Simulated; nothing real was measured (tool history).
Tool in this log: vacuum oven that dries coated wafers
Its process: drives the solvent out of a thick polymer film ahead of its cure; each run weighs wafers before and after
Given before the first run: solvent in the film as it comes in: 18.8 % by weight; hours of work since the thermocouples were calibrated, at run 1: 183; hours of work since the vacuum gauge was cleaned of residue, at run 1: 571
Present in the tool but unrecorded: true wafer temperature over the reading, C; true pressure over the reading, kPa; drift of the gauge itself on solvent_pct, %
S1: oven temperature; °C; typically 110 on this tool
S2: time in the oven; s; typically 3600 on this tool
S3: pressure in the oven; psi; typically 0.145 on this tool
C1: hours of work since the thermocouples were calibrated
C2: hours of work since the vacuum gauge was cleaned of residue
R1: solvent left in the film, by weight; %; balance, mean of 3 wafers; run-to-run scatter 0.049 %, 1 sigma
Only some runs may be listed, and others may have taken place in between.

Run 1, hour 0.0: usual settings; C1 183; C2 571. Result: R1 1.40 %.
Run 2, hour 14.0: usual settings; C1 193; C2 582. Result: R1 1.28 %.
Run 3, hour 24.5: usual settings; C1 202; C2 590. Result: R1 1.40 %.
Run 4, hour 42.9: usual settings; C1 216; C2 604. Result: R1 1.35 %.
Run 5, hour 55.3: usual settings but S2 4440 s; C1 226; C2 614. Result: R1 0.98 %.
Run 6, hour 67.0: usual settings; C1 235; C2 623. Result: R1 1.38 %.
Run 7, hour 81.9: usual settings but S3 0.090 psi; C1 246; C2 635. Result: R1 1.04 %.
Run 8, hour 96.5: usual settings; C1 258; C2 646. Result: R1 1.38 %.
Run 9, hour 110.2: usual settings but S2 2340 s; C1 269; C2 657. Result: R1 2.75 %.
Run 10, hour 126.7: usual settings but S2 4560 s; C1 281; C2 670. Result: R1 0.92 %.
Run 11, hour 138.7: usual settings but S2 4560 s; C1 291; C2 679. Result: R1 1.01 %.
Run 12, hour 148.4: usual settings but S2 4560 s; C1 298; C2 687. Result: R1 0.90 %.
Run 13, hour 162.3: usual settings; C1 309; C2 698. Result: R1 1.34 %.
Run 14, hour 180.9: usual settings but S1 106 °C, S2 4020 s, S3 0.107 psi; C1 324; C2 712. Result: R1 1.45 %.
Run 15, hour 190.0: usual settings but S3 0.425 psi; C1 331; C2 719. Result: R1 2.46 %.
Run 16, hour 200.7: usual settings but S3 0.425 psi; C1 339; C2 728. Result: R1 2.47 %.
Run 17, hour 214.8: usual settings but S3 0.425 psi; C1 350; C2 739. Result: R1 2.53 %.
Run 18, hour 226.1: usual settings but S1 97 °C, S2 1920 s; C1 359; C2 747. Result: R1 6.64 %.
Run 19, hour 237.6: usual settings but S1 121 °C, S2 3180 s; C1 368; C2 756. Result: R1 0.76 %.
Run 20, hour 246.2: usual settings but S1 121 °C, S2 3180 s; C1 375; C2 763. Result: R1 0.67 %.
Run 21, hour 261.4: usual settings but S1 121 °C, S2 3180 s, S3 0.305 psi; C1 387; C2 775. Result: R1 1.13 %.
Run 22, hour 273.9: usual settings but S1 100 °C, S2 5040 s, S3 0.305 psi; C1 396; C2 785. Result: R1 2.75 %.
Run 23, hour 289.0: usual settings but S1 100 °C, S2 5040 s, S3 0.305 psi; C1 408; C2 797. Result: R1 2.70 %.
Run 24, hour 297.7: usual settings but S1 100 °C, S2 2340 s, S3 0.567 psi; C1 415; C2 803. Result: R1 6.85 %.
Run 25, hour 309.5: usual settings but S1 102 °C, S2 2700 s; C1 424; C2 813. Result: R1 3.86 %.

4 ways to go on from here, each from the tool as it stands after run 25. What would each give?
Run A, hour 327.0: usual settings but S1 101 °C, S2 2220 s; C1 438; C2 826. Result: R1 ?.
Run B, hour 327.0: usual settings but S1 102 °C, S2 4380 s; C1 438; C2 826. Result: R1 ?.
Run C, hour 327.0: usual settings but S1 121 °C, S2 4800 s, S3 0.100 psi; C1 438; C2 826. Result: R1 ?.
Run D, hour 327.0: usual settings but S1 118 °C, S2 3180 s, S3 0.206 psi; C1 438; C2 826. Result: R1 ?.

run    R1
  A  5.00
  B  1.87
  C  0.28
  D  1.00
Take away the tool's hidden state, keep each run's random variation, and the runs would have read:
run    R1
  A  4.98
  B  1.85
  C  0.28
  D  0.99
